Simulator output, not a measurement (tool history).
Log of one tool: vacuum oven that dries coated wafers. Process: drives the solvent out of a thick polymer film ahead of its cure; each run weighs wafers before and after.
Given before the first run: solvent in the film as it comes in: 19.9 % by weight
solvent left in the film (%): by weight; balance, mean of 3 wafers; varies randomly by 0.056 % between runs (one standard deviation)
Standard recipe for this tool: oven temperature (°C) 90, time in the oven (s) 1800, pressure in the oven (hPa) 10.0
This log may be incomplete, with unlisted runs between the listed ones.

run    hour  oven temperature (°C)  time in the oven (s)  pressure in the oven (hPa)  solvent left in the film (%)
  1     0.0                     90                  1800                        10.0                          4.29
  2    68.8                     90                  1800                        10.0                          4.25
  3   130.6                     90                  1800                        10.0                          4.39
  4   172.6                     90                  1800                        10.0                          4.31
  5   243.8                     90                  1800                        10.0                          4.40
  6   300.0                     90                  1800                        10.0                          4.54
  7   374.9                     90                  1260                        10.0                          6.30
  8   416.8                     90                  1260                        10.0                          6.33
  9   476.0                     90                  1800                        10.0                          4.46
 10   545.6                     90                  1800                        10.0                          4.56
 11   613.1                     90                  1800                        10.0                          4.51
 12   677.2                     90                  1800                        10.0                          4.55
 13   717.3                     90                  1800                        23.7                          5.56
 14   760.8                     90                  1800                        23.7                          5.54
 15   799.9                     90                  1800                        23.7                          5.52
 16   871.1                     90                  1800                         7.1                          4.42
      912.5  -- oven's thermocouples calibrated
 17   937.0                     90                  1440                        10.0                          5.55
 18   996.7                     90                  1500                        22.5                          6.40
 19  1037.1                     78                  1140                        22.9                         12.56
 20  1081.4                     98                  1080                         5.4                          3.69
 21  1141.1                    103                  2760                        14.8                          0.96
 22  1210.0                    103                  2760                        14.8                          0.98
 23  1274.4                    103                  2400                        14.8                          1.08
 24  1312.8                    103                  2400                        14.8                          1.06
 25  1349.0                    103                  2400                        14.8                          1.10
 26  1408.7                    103                  2400                        14.8                          1.08
 27  1453.3                    103                  2400                        14.8                          1.13
 28  1512.3                     90                   960                         7.2                          7.88
 29  1573.8                     97                  3120                         7.2                          0.92

Alternative continuations, all from the tool just after run 29; predict every row:
  A  1610.6                     90                  1980                        10.0                             ?
  B  1610.6                     92                  2940                        34.3                             ?
  C  1610.6                     78                  2880                        18.7                             ?
  D  1610.6                     91                  1560                        10.0                             ?

run  solvent left in the film (%)
  A                          4.20
  B                          3.90
  C                          8.34
  D                          4.96
Take away the tool's hidden state, keep each run's random variation, and the runs would have read:
run  solvent left in the film (%)
  A                          3.81
  B                          3.53
  C                          7.84
  D                          4.59

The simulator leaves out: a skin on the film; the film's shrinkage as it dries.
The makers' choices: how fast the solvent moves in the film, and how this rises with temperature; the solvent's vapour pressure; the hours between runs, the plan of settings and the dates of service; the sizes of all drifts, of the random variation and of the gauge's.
